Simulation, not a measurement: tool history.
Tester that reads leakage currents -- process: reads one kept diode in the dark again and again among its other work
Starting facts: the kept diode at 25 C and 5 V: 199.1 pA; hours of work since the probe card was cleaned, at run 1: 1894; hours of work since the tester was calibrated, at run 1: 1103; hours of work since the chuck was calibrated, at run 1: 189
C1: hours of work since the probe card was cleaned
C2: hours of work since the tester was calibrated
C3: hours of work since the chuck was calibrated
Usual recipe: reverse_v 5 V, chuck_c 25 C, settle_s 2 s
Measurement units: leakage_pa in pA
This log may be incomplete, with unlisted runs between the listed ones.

run 1 hour=0 | reverse_v=5 chuck_c=25 settle_s=2 | C1=1894 C2=1103 C3=189 | leakage_pa=199.31
run 2 hour=117.7 | reverse_v=5 chuck_c=25 settle_s=2 | C1=1943 C2=1153 C3=239 | leakage_pa=199.65
run 3 hour=185.5 | reverse_v=5 chuck_c=25 settle_s=2 | C1=1972 C2=1181 C3=268 | leakage_pa=198.73
run 4 hour=254.8 | reverse_v=5 chuck_c=25 settle_s=2 | C1=2001 C2=1211 C3=297 | leakage_pa=199.03
run 5 hour=345.4 | reverse_v=5 chuck_c=25 settle_s=2 | C1=2040 C2=1249 C3=335 | leakage_pa=199.37
run 6 hour=484.2 | reverse_v=5 chuck_c=25 settle_s=2 | C1=2099 C2=1308 C3=394 | leakage_pa=199.22
run 7 hour=605.9 | reverse_v=5 chuck_c=25 settle_s=2 | C1=2150 C2=1359 C3=446 | leakage_pa=198.94
run 8 hour=696.6 | reverse_v=5 chuck_c=25 settle_s=2 | C1=2189 C2=1398 C3=484 | leakage_pa=199.37
run 9 hour=820.3 | reverse_v=5 chuck_c=25 settle_s=0.49 | C1=2241 C2=1450 C3=537 | leakage_pa=200.16
run 10 hour=889 | reverse_v=5 chuck_c=25 settle_s=0.49 | C1=2270 C2=1479 C3=566 | leakage_pa=200.55
run 11 hour=1036.4 | reverse_v=5 chuck_c=25 settle_s=0.49 | C1=2332 C2=1542 C3=628 | leakage_pa=201.45
run 12 hour=1161.7 | reverse_v=5 chuck_c=25 settle_s=0.49 | C1=2386 C2=1595 C3=681 | leakage_pa=200.31
run 13 hour=1296.5 | reverse_v=5 chuck_c=25 settle_s=2 | C1=2443 C2=1652 C3=738 | leakage_pa=199.91
run 14 hour=1377.3 | reverse_v=5 chuck_c=25 settle_s=2 | C1=2477 C2=1686 C3=772 | leakage_pa=199.82
run 15 hour=1468.4 | reverse_v=5 chuck_c=25 settle_s=1.47 | C1=2515 C2=1725 C3=811 | leakage_pa=200.21
run 16 hour=1615 | reverse_v=5 chuck_c=25 settle_s=1.47 | C1=2578 C2=1787 C3=873 | leakage_pa=200.19
run 17 hour=1755.7 | reverse_v=5 chuck_c=25 settle_s=1.47 | C1=2637 C2=1846 C3=933 | leakage_pa=200.62
run 18 hour=1821.4 | reverse_v=5 chuck_c=25 settle_s=1.47 | C1=2665 C2=1874 C3=960 | leakage_pa=199.17
run 19 hour=1908.3 | reverse_v=5 chuck_c=25 settle_s=1.47 | C1=2702 C2=1911 C3=997 | leakage_pa=200.76
-- hour=1937.9 chuck's temperature calibrated
run 20 hour=2004.4 | reverse_v=8.88 chuck_c=27 settle_s=6.18 | C1=2742 C2=1951 C3=28 | leakage_pa=300.51
run 21 hour=2070.2 | reverse_v=8.88 chuck_c=37 settle_s=1.49 | C1=2769 C2=1979 C3=56 | leakage_pa=726.93
run 22 hour=2198.5 | reverse_v=8.88 chuck_c=37 settle_s=1.49 | C1=2824 C2=2033 C3=110 | leakage_pa=720.66
run 23 hour=2273.6 | reverse_v=8.88 chuck_c=37 settle_s=1.49 | C1=2856 C2=2065 C3=142 | leakage_pa=723.78
run 24 hour=2379.3 | reverse_v=2.36 chuck_c=37 settle_s=2.41 | C1=2900 C2=2110 C3=187 | leakage_pa=427.92
run 25 hour=2490.5 | reverse_v=13.47 chuck_c=50 settle_s=0.48 | C1=2948 C2=2157 C3=234 | leakage_pa=2467.92
run 26 hour=2644.3 | reverse_v=2.68 chuck_c=26 settle_s=2 | C1=3013 C2=2222 C3=299 | leakage_pa=170.81
run 27 hour=2741.1 | reverse_v=2.68 chuck_c=28 settle_s=1.54 | C1=3054 C2=2263 C3=340 | leakage_pa=205.67
run 28 hour=2862.1 | reverse_v=3.24 chuck_c=23 settle_s=1.54 | C1=3105 C2=2314 C3=391 | leakage_pa=139.7
run 29 hour=2927.4 | reverse_v=3.24 chuck_c=23 settle_s=1.54 | C1=3133 C2=2342 C3=419 | leakage_pa=139.42
run 30 hour=3052.4 | reverse_v=3.61 chuck_c=42 settle_s=2.36 | C1=3186 C2=2395 C3=472 | leakage_pa=766.75
run 31 hour=3123.5 | reverse_v=3.61 chuck_c=42 settle_s=2.36 | C1=3216 C2=2425 C3=502 | leakage_pa=765.76
run 32 hour=3264.2 | reverse_v=5.44 chuck_c=35 settle_s=8.05 | C1=3275 C2=2484 C3=562 | leakage_pa=501.55
run 33 hour=3397.2 | reverse_v=5 chuck_c=32 settle_s=2 | C1=3332 C2=2541 C3=618 | leakage_pa=375.27
run 34 hour=3487.2 | reverse_v=2.81 chuck_c=32 settle_s=1.73 | C1=3370 C2=2579 C3=656 | leakage_pa=298.47
run 35 hour=3633.4 | reverse_v=3.35 chuck_c=26 settle_s=1.73 | C1=3432 C2=2641 C3=718 | leakage_pa=185.96
run 36 hour=3701.2 | reverse_v=3.35 chuck_c=23 settle_s=1.73 | C1=3460 C2=2670 C3=747 | leakage_pa=141.97
run 37 hour=3770.8 | reverse_v=10.93 chuck_c=41 settle_s=2 | C1=3490 C2=2699 C3=776 | leakage_pa=1096.97
-- hour=3827.2 probe card cleaned and baked
run 38 hour=3919.2 | reverse_v=1.41 chuck_c=49 settle_s=3.63 | C1=39 C2=2761 C3=838 | leakage_pa=930.56

Subtracting, for every run, the result it would have given without the tool's unlogged condition from the measured result gives the following. The same run-to-run variation enters both numbers; the gauge's scatter may not:
Hidden state at play: stray current of the dirty probe card, pA a volt; current scale over the true one, %; true chuck temperature over the reading, C; drift of the gauge itself on leakage_pa, %.
run=1 leakage_pa=+0.07
run=2 leakage_pa=+0.09
run=3 leakage_pa=+0.1
run=4 leakage_pa=+0.09
run=5 leakage_pa=+0.11
run=6 leakage_pa=+0.12
run=7 leakage_pa=+0.13
run=8 leakage_pa=+0.13
run=9 leakage_pa=+0.14
run=10 leakage_pa=+0.15
run=11 leakage_pa=+0.16
run=12 leakage_pa=+0.18
run=13 leakage_pa=+0.19
run=14 leakage_pa=+0.19
run=15 leakage_pa=+0.2
run=16 leakage_pa=+0.21
run=17 leakage_pa=+0.22
run=18 leakage_pa=+0.23
run=19 leakage_pa=+0.24
run=20 leakage_pa=+0.11
run=21 leakage_pa=+0.21
run=22 leakage_pa=+0.24
run=23 leakage_pa=+0.26
run=24 leakage_pa=+0.15
run=25 leakage_pa=+0.89
run=26 leakage_pa=+0.1
run=27 leakage_pa=+0.12
run=28 leakage_pa=+0.1
run=29 leakage_pa=+0.1
run=30 leakage_pa=+0.44
run=31 leakage_pa=+0.46
run=32 leakage_pa=+0.37
run=33 leakage_pa=+0.31
run=34 leakage_pa=+0.25
run=35 leakage_pa=+0.19
run=36 leakage_pa=+0.15
run=37 leakage_pa=+0.99
run=38 leakage_pa=+0.78

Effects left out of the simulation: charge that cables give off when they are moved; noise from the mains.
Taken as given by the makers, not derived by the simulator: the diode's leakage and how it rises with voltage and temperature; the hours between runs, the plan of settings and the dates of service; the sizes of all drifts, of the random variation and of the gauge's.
